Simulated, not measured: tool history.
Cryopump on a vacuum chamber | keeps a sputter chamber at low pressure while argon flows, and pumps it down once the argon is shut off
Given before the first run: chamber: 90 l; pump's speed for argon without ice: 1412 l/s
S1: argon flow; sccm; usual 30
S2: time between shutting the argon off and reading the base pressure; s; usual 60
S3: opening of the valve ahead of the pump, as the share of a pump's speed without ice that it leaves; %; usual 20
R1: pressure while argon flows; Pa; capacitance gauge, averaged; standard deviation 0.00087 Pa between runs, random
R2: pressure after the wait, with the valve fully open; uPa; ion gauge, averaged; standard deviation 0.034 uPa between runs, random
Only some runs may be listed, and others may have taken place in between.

run	day	S1	S2	S3	R1	R2
1	0.000	30	60	20	0.1787	2.47
2	3.267	30	60	20	0.1804	2.50
3	5.767	30	60	20	0.1788	2.54
4	7.700	30	60	20	0.1796	2.55
5	9.217	30	60	20	0.1802	2.52
6	10.783	30	94	20	0.1815	1.93
7	13.946	30	94	20	0.1811	1.98
8	17.267	30	141	20	0.1827	1.70
9	20.404	12	60	20	0.0732	2.66
10	23.612	12	60	20	0.0730	2.68
11	25.312	12	60	20	0.0726	2.73
12	27.388	12	60	20	0.0729	2.73
13	30.804	33	60	20	0.2015	2.80
14	33.062	33	60	23	0.1775	2.75
15	35.138	33	60	23	0.1762	2.84
16	36.729	33	60	23	0.1765	2.79
17	39.933	33	60	23	0.1767	2.81
18	42.012	33	29	16	0.2528	4.52
19	43.871	33	29	16	0.2536	4.63
# day 47.583: pump warmed up, emptied and cooled again
20	47.583	33	29	16	0.2483	4.47
21	49.367	33	29	16	0.2480	4.46
22	50.975	33	29	16	0.2466	4.53
23	54.288	29	147	16	0.2172	1.88
24	56.583	49	37	20	0.2956	3.86
25	58.246	60	115	20	0.3589	2.10
26	61.371	20	126	28	0.0866	2.10
27	62.992	24	60	28	0.1051	2.93
28	64.979	29	61	53	0.0673	2.95
29	67.162	13	136	20	0.0784	2.09
30	70.333	22	136	47	0.0581	2.13
31	72.292	35	100	27	0.1579	2.40
32	75.321	35	100	27	0.1598	2.42
33	77.492	39	159	27	0.1779	2.06

Branching from run 33: 4 alternative next runs. What would each branch give?
A	79.217	30	74	28	?	?
B	79.217	18	60	20	?	?
C	79.217	39	31	36	?	?
D	79.217	39	23	27	?	?

run	R1	R2
A	0.1307	2.75
B	0.1111	3.17
C	0.1347	4.82
D	0.1807	5.67
What these runs would have given with no unlogged condition in the tool:
run	R1	R2
A	0.1270	1.46
B	0.1089	1.84
C	0.1299	3.45
D	0.1759	4.37
